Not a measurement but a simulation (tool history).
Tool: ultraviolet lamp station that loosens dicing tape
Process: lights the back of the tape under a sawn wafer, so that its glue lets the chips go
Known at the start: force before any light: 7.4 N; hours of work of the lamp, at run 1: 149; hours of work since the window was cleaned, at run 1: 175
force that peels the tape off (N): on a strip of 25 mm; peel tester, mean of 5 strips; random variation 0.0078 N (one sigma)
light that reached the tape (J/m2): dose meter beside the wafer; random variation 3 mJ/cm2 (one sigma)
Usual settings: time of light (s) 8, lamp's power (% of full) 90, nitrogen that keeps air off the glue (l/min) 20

run   hour  time of light (s)  lamp's power (% of full)  nitrogen that keeps air off the glue (l/min)  hours of work of the lamp  hours of work since the window was cleaned  force that peels the tape off (N)  light that reached the tape (J/m2)
  1      0                  8                        90                                            20                        149                                         175                              0.279                                4350
  2   29.2                  8                        90                                            26                        161                                         188                              0.289                                4330
  3   73.1                  8                        90                                            26                        180                                         207                              0.278                                4390
  4  103.2                  6                        90                                            20                        192                                         219                              0.437                                3220
  5  133.4                  6                        90                                            20                        205                                         232                              0.463                                3220
  6  177.3                  6                        90                                            20                        224                                         251                               0.43                                3290
  7    198                  8                        90                                            20                        233                                         260                              0.317                                4360
  8  223.1                  8                        90                                            20                        244                                         271                              0.308                                4360
  9  269.6                  8                        90                                            20                        263                                         290                              0.312                                4320
     281.4  -- window cleaned of glue's vapour
 10  311.4                  6                        90                                            20                        281                                          13                              0.443                                3290
 11  348.2                  8                        90                                            20                        297                                          28                              0.291                                4380
 12  377.3                  8                        90                                            20                        309                                          41                              0.288                                4330
 13  397.9                  5                        95                                             8                        318                                          50                              0.897                                2870
 14  442.2                  8                        81                                             8                        337                                          69                              0.476                                3930
 15  475.7                 14                        64                                            14                        351                                          83                              0.259                                5430
 16  506.6                  5                        90                                            25                        364                                          96                              0.555                                2730
 17  549.1                  5                        72                                             8                        382                                         114                              1.442                                2150
 18  587.6                  4                        71                                            13                        399                                         130                              1.629                                1730
 19  628.7                 10                        75                                            36                        416                                         148                              0.266                                4510
 20    662                  4                        84                                            20                        430                                         162                              1.081                                2080
 21  692.7                  7                       100                                            27                        444                                         175                              0.295                                4260
 22  739.3                 10                       100                                            12                        463                                         195                              0.251                                6060
 23  775.8                 10                       100                                            12                        479                                         211                              0.261                                6050

3 ways to go on from here, each from the tool as it stands after run 23. What would each give?
  A  799.5                  5                       100                                            10                        489                                         221                                  ?                                   ?
  B  799.5                  5                        79                                             7                        489                                         221                                  ?                                   ?
  C  799.5                  8                        81                                            30                        489                                         221                                  ?                                   ?

run  force that peels the tape off (N)  light that reached the tape (J/m2)
  A                              0.714                                3010
  B                              1.262                                2370
  C                              0.294                                3930
Without the tool's hidden state the same runs would have given:
run  force that peels the tape off (N)  light that reached the tape (J/m2)
  A                              0.711                                3010
  B                              1.258                                2370
  C                              0.293                                3940
